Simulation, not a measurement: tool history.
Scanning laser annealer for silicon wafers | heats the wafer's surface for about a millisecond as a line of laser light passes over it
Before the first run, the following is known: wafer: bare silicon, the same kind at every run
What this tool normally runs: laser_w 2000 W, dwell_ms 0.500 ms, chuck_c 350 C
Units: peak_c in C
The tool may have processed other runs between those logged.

| run | hour | laser_w | dwell_ms | chuck_c | peak_c |
|---|---|---|---|---|---|
| 1 | 0.0 | 2000 | 0.500 | 350 | 1067 |
| 2 | 30.2 | 2000 | 0.497 | 350 | 1059 |
| 3 | 57.9 | 2000 | 0.497 | 350 | 1064 |
| 4 | 107.1 | 2000 | 0.497 | 350 | 1058 |
| 5 | 148.8 | 2000 | 0.497 | 350 | 1059 |
| 6 | 184.3 | 2000 | 0.500 | 350 | 1082 |
| 7 | 236.4 | 2000 | 0.500 | 350 | 1082 |
| 8 | 272.8 | 2000 | 0.500 | 350 | 1078 |
| 9 | 312.3 | 2000 | 0.500 | 350 | 1081 |
| 10 | 340.9 | 2000 | 0.557 | 350 | 1122 |
| 11 | 393.6 | 2000 | 0.557 | 350 | 1118 |
| 12 | 423.7 | 2000 | 0.583 | 350 | 1128 |
| 13 | 449.4 | 2000 | 0.583 | 350 | 1131 |
| 14 | 492.3 | 2000 | 0.583 | 350 | 1130 |
| 15 | 535.3 | 2000 | 0.583 | 350 | 1129 |
| 16 | 561.2 | 2000 | 0.366 | 350 | 972 |
| 17 | 595.5 | 2000 | 0.358 | 350 | 962 |
| 18 | 648.5 | 2000 | 0.422 | 350 | 1008 |
| 19 | 693.8 | 2000 | 0.563 | 350 | 1106 |
| 20 | 728.9 | 2000 | 0.563 | 350 | 1104 |
| 21 | 774.6 | 2000 | 0.563 | 350 | 1103 |
| 22 | 819.5 | 2000 | 0.563 | 350 | 1107 |
| 23 | 870.0 | 2000 | 0.563 | 350 | 1107 |
| 24 | 893.2 | 2000 | 0.563 | 350 | 1106 |
| 25 | 937.5 | 2000 | 0.500 | 366 | 1079 |
| 26 | 990.3 | 2000 | 0.500 | 366 | 1102 |
| 27 | 1040.4 | 2000 | 0.500 | 366 | 1098 |
| 28 | 1067.4 | 2042 | 0.500 | 353 | 1100 |
| 29 | 1100.5 | 2165 | 0.408 | 363 | 1079 |
| 30 | 1146.8 | 1950 | 0.431 | 350 | 1016 |
| 31 | 1185.5 | 2000 | 0.500 | 385 | 1113 |
| 32 | 1237.1 | 2000 | 0.392 | 385 | 1031 |
| 33 | 1282.2 | 2000 | 0.392 | 385 | 1031 |
| 34 | 1312.7 | 1942 | 0.392 | 385 | 1010 |
| 35 | 1366.5 | 2105 | 0.500 | 336 | 1094 |
| 36 | 1406.1 | 2070 | 0.410 | 372 | 1049 |
| 37 | 1434.5 | 2070 | 0.410 | 372 | 1048 |
| 38 | 1479.8 | 2070 | 0.410 | 372 | 1048 |
| 39 | 1523.8 | 2177 | 0.565 | 362 | 1184 |
| 40 | 1548.4 | 1746 | 0.363 | 349 | 886 |

Put back what was entered between runs (5 entries, withheld): which listed runs does each sit between, and how does the hidden state differ from the listed run before to the listed run after?
Between runs 5 and 6: window over the wafer cleaned (hour 171.0)
  light that passes the window, % of a clean one's: 96.56 -> 99.89; laser's true power over the reading, %: 0.62 -> 0.64; width of the line over the set one, %: 1.31 -> 1.37
  difference, measured minus the result without the unlogged condition, peak_c: -25 -> -1 C
Between runs 12 and 13: laser's power meter calibrated (hour 429.8)
  light that passes the window, % of a clean one's: 98.85 -> 98.74; laser's true power over the reading, %: 0.79 -> 0.95; width of the line over the set one, %: 1.84 -> 1.88
  difference, measured minus the result without the unlogged condition, peak_c: -10 -> -10 C
Between runs 16 and 17: laser's power meter calibrated, once more (hour 575.1)
  light that passes the window, % of a clean one's: 98.26 -> 98.12; laser's true power over the reading, %: 1.02 -> 0.22; width of the line over the set one, %: 2.11 -> 2.17
  difference, measured minus the result without the unlogged condition, peak_c: -11 -> -16 C
Between runs 21 and 22: optics aligned, line set to its width (hour 812.9)
  light that passes the window, % of a clean one's: 97.33 -> 97.15; laser's true power over the reading, %: 0.33 -> 0.36; width of the line over the set one, %: 2.52 -> 0.11
  difference, measured minus the result without the unlogged condition, peak_c: -27 -> -19 C
Between runs 25 and 26: window over the wafer cleaned (hour 981.3)
  light that passes the window, % of a clean one's: 96.65 -> 99.77; laser's true power over the reading, %: 0.43 -> 0.46; width of the line over the set one, %: 0.33 -> 0.43
  difference, measured minus the result without the unlogged condition, peak_c: -22 -> +0 C
